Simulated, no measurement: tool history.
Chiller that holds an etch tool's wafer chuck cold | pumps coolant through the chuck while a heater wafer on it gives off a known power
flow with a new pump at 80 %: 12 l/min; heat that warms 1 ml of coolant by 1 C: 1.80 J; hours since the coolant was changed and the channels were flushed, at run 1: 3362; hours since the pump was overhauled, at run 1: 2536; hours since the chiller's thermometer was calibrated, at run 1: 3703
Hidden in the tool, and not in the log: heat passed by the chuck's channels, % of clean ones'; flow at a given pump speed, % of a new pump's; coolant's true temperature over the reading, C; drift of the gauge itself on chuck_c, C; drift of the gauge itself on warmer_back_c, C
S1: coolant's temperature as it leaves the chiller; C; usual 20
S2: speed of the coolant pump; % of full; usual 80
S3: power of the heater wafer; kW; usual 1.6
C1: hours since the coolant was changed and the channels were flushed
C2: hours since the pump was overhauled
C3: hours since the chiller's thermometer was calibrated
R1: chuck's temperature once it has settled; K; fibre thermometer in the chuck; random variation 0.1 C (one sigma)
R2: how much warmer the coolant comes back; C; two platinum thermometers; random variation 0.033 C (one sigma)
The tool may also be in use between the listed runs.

Run 1, hour 0: usual settings; C1 3362; C2 2536; C3 3703. Result: R1 313.35 K, R2 4.72 C.
Run 2, hour 27.8: usual settings but S2 77 % of full; C1 3389; C2 2564; C3 3731. Result: R1 313.75 K, R2 4.98 C.
Run 3, hour 84.1: usual settings but S1 14 C; C1 3446; C2 2620; C3 3787. Result: R1 307.35 K, R2 4.79 C.
Run 4, hour 144.5: usual settings but S1 14 C; C1 3506; C2 2680; C3 3847. Result: R1 307.65 K, R2 4.78 C.
Run 5, hour 174.6: usual settings but S3 1.909 kW; C1 3536; C2 2710; C3 3877. Result: R1 317.45 K, R2 5.7 C.
Run 6, hour 207.6: usual settings; C1 3569; C2 2743; C3 3910. Result: R1 313.55 K, R2 4.79 C.
Run 7, hour 240.8: usual settings but S3 1.766 kW; C1 3602; C2 2777; C3 3944. Result: R1 315.85 K, R2 5.25 C.
Run 8, hour 273.4: usual settings but S3 1.766 kW; C1 3635; C2 2809; C3 3976. Result: R1 315.85 K, R2 5.28 C.
Run 9, hour 335.4: usual settings but S2 65 % of full, S3 1.766 kW; C1 3697; C2 2871; C3 4038. Result: R1 318.75 K, R2 6.61 C.
Run 10, hour 372.8: usual settings but S2 65 % of full, S3 1.766 kW; C1 3734; C2 2909; C3 4076. Result: R1 318.65 K, R2 6.64 C.
Run 11, hour 416.4: usual settings but S2 65 % of full, S3 1.766 kW; C1 3778; C2 2952; C3 4119. Result: R1 318.75 K, R2 6.61 C.
Run 12, hour 444.2: usual settings but S2 65 % of full, S3 1.766 kW; C1 3806; C2 2980; C3 4147. Result: R1 318.75 K, R2 6.63 C.
Run 13, hour 493.5: usual settings but S2 65 % of full, S3 1.766 kW; C1 3855; C2 3029; C3 4196. Result: R1 319.05 K, R2 6.63 C.
Run 14, hour 527.5: usual settings but S2 62 % of full; C1 3889; C2 3063; C3 4230. Result: R1 316.85 K, R2 6.32 C.
Run 15, hour 560.6: usual settings but S2 62 % of full; C1 3922; C2 3096; C3 4263. Result: R1 317.05 K, R2 6.41 C.
Run 16, hour 612.6: usual settings; C1 3974; C2 3148; C3 4315. Result: R1 313.85 K, R2 4.82 C.
Run 17, hour 675.3: usual settings but S2 95 % of full; C1 4037; C2 3211; C3 4378. Result: R1 312.05 K, R2 4 C.

Run 18 comes next. What will it give?
Run 18, hour 710.2: usual settings but S1 15 C, S2 77 % of full, S3 2.304 kW; C1 4072; C2 3246; C3 4413. Result: R1 ?, R2 ?.

Run 18 gave R1 319.15 K, R2 7.28 C.
Without the tool's hidden state the same run would have given R1 314.35 K, R2 6.7 C.
